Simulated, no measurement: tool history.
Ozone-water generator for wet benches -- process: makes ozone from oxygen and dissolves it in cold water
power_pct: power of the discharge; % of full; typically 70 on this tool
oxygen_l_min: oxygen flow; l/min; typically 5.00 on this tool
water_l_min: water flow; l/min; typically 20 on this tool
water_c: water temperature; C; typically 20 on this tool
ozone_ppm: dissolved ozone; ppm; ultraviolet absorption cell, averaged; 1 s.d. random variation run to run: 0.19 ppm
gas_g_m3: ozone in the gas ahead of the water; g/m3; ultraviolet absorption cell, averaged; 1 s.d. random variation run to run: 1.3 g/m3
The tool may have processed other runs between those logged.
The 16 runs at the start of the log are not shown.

run    hour  power_pct  oxygen_l_min  water_l_min  water_c  hours of work since the electrodes were changed  hours of work since the contactor was cleaned  hours of work since the thermometer was calibrated  ozone_ppm  gas_g_m3
 17   866.1         70          5.00           20       20                                             2831                                           4136                                                4236       24.7     237.1
 18   933.1         63          5.65           20       20                                             2895                                           4201                                                4301       22.2     201.7
 19  1002.4        100          5.65           15       12                                             2962                                           4267                                                4368       44.4     293.2
 20  1045.5         89          5.00           20       16                                             3003                                           4309                                                4409       31.2     287.1
 21  1120.3         70          3.07           30       20                                             3075                                           4381                                                4481       17.7     321.5
 22  1167.7         41          7.45           20       20                                             3121                                           4427                                                4527       15.3     118.2
 23  1218.5         70          5.00           20       15                                             3170                                           4475                                                4576       26.2     234.5
 24  1266.4         95          3.75           17       14                                             3216                                           4522                                                4622       38.2     361.6
 25  1318.5         95          3.75           17       14                                             3266                                           4572                                                4672       38.3     356.9
 26  1386.4         74          2.91           22       18                                             3332                                           4637                                                4738       24.0     350.1
 27  1464.5         74          6.54           22       15                                             3407                                           4712                                                4813       25.0     207.8
 28  1511.4         70          5.00           15       20                                             3452                                           4758                                                4858       29.5     234.8

Expected results for the next run?
 29  1545.4         70          4.19           22       20                                             3485                                           4790                                                4891          ?         ?

ozone_ppm: 22.9 ppm
gas_g_m3: 261.4 g/m3
Had the tool carried no hidden state, the very same run would have given ozone_ppm 24.7 ppm, gas_g_m3 275.3 g/m3.

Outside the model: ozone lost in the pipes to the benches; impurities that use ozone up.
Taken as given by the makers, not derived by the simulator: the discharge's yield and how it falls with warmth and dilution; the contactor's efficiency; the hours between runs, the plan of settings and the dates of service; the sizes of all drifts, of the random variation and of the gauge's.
